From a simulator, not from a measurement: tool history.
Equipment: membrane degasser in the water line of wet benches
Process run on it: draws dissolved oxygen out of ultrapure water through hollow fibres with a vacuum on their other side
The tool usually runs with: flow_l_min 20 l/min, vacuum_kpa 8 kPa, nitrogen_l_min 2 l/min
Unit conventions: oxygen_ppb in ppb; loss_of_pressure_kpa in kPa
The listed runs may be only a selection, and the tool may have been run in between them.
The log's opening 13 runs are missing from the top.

| run | hour | flow_l_min | vacuum_kpa | nitrogen_l_min | oxygen_ppb | loss_of_pressure_kpa |
|---|---|---|---|---|---|---|
| 14 | 456.9 | 20 | 10.7 | 2 | 219.5 | 57.29 |
| 15 | 489.5 | 20 | 10.7 | 2 | 212.5 | 57.01 |
| 16 | 520 | 20 | 10.7 | 2 | 215.2 | 57.34 |
| 17 | 570.8 | 27 | 8 | 1.1 | 378.9 | 76.92 |
| 18 | 600.9 | 27 | 8 | 1.1 | 375.7 | 77.31 |
| 19 | 641.4 | 27 | 8 | 1.1 | 385.2 | 77.3 |
| 20 | 679.9 | 21 | 15.94 | 2 | 356.6 | 60.22 |
| 21 | 720.3 | 20 | 8 | 2.56 | 129.5 | 56.99 |
| 22 | 742.6 | 20 | 6.8 | 0.99 | 200.7 | 57.1 |
| 23 | 772.6 | 13 | 6.01 | 0.99 | 90.6 | 36.93 |
| 24 | 808.6 | 21 | 16.21 | 1.53 | 441.6 | 60.1 |
| 25 | 848.2 | 21 | 16.21 | 1.53 | 442.2 | 60.04 |
| 26 | 892.2 | 21 | 16.21 | 1.53 | 440 | 60.01 |
| 27 | 930.7 | 21 | 16.21 | 1.53 | 443.2 | 60.51 |
| 28 | 976.6 | 21 | 16.21 | 1.53 | 443.8 | 60.07 |
| 29 | 1031.2 | 21 | 16.21 | 1.53 | 440.8 | 60.22 |
| 30 | 1066.6 | 17 | 12.5 | 2 | 206.7 | 48.73 |

5 ways to go on from here, each from the tool as it stands after run 30. What would each give?
| A | 1096.5 | 17 | 8 | 0.84 | ? | ? |
| B | 1096.5 | 16 | 5.77 | 2 | ? | ? |
| C | 1096.5 | 23 | 8 | 2 | ? | ? |
| D | 1096.5 | 16 | 6.59 | 0.82 | ? | ? |
| E | 1096.5 | 16 | 10.75 | 4.01 | ? | ? |

| run | oxygen_ppb | loss_of_pressure_kpa |
|---|---|---|
| A | 231.4 | 48.68 |
| B | 63.3 | 45.31 |
| C | 199.3 | 66.11 |
| D | 162.5 | 46.15 |
| E | 88.4 | 45.48 |
What these runs would have given with no unlogged condition in the tool:
| run | oxygen_ppb | loss_of_pressure_kpa |
|---|---|---|
| A | 227.1 | 48.11 |
| B | 61 | 44.78 |
| C | 193.5 | 65.34 |
| D | 158.9 | 45.61 |
| E | 85.8 | 44.95 |

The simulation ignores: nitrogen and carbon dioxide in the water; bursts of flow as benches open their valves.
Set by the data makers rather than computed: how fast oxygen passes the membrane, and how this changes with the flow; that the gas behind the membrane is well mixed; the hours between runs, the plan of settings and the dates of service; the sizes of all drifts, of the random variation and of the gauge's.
